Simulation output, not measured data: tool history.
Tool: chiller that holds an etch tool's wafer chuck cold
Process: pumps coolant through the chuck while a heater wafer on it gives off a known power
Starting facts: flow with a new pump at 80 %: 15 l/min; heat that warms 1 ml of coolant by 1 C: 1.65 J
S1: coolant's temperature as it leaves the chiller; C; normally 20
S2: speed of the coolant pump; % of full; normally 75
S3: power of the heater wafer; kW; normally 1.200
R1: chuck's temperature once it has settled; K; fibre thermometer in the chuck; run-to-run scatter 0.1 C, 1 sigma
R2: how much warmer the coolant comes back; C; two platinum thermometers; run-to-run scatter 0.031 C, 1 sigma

run 1 hour=0.0 | S1=20 S2=75 S3=1.200 | R1=307.65 R2=3.12
run 2 hour=15.1 | S1=20 S2=75 S3=1.274 | R1=308.35 R2=3.26
run 3 hour=33.2 | S1=20 S2=75 S3=1.274 | R1=308.45 R2=3.28
run 4 hour=46.4 | S1=20 S2=75 S3=1.274 | R1=308.75 R2=3.33
run 5 hour=71.5 | S1=20 S2=75 S3=1.274 | R1=308.65 R2=3.17
run 6 hour=87.2 | S1=20 S2=75 S3=1.200 | R1=307.65 R2=3.01
run 7 hour=116.2 | S1=20 S2=75 S3=1.200 | R1=307.35 R2=3.02
run 8 hour=140.3 | S1=20 S2=75 S3=1.200 | R1=307.85 R2=2.97
run 9 hour=171.2 | S1=20 S2=75 S3=1.200 | R1=307.65 R2=2.88
run 10 hour=192.0 | S1=20 S2=75 S3=1.200 | R1=307.55 R2=2.90
run 11 hour=215.9 | S1=20 S2=75 S3=1.200 | R1=307.65 R2=2.87
run 12 hour=231.2 | S1=20 S2=75 S3=1.200 | R1=307.55 R2=2.90
run 13 hour=258.7 | S1=20 S2=75 S3=1.200 | R1=307.75 R2=2.82
run 14 hour=289.4 | S1=20 S2=75 S3=1.200 | R1=307.65 R2=2.76
run 15 hour=311.5 | S1=20 S2=68 S3=1.200 | R1=309.05 R2=3.11
run 16 hour=331.9 | S1=20 S2=75 S3=1.086 | R1=306.35 R2=2.48
run 17 hour=351.8 | S1=13 S2=97 S3=1.251 | R1=298.35 R2=2.15
run 18 hour=365.3 | S1=13 S2=97 S3=0.784 | R1=293.85 R2=1.18

Run 19 is up next; what results do you expect?
run 19 hour=387.1 | S1=13 S2=78 S3=0.793 | R1=? R2=?

Run 19 gave R1 295.45 K, R2 1.62 C.
Without the tool's hidden state the same run would have given R1 295.45 K, R2 2.00 C.
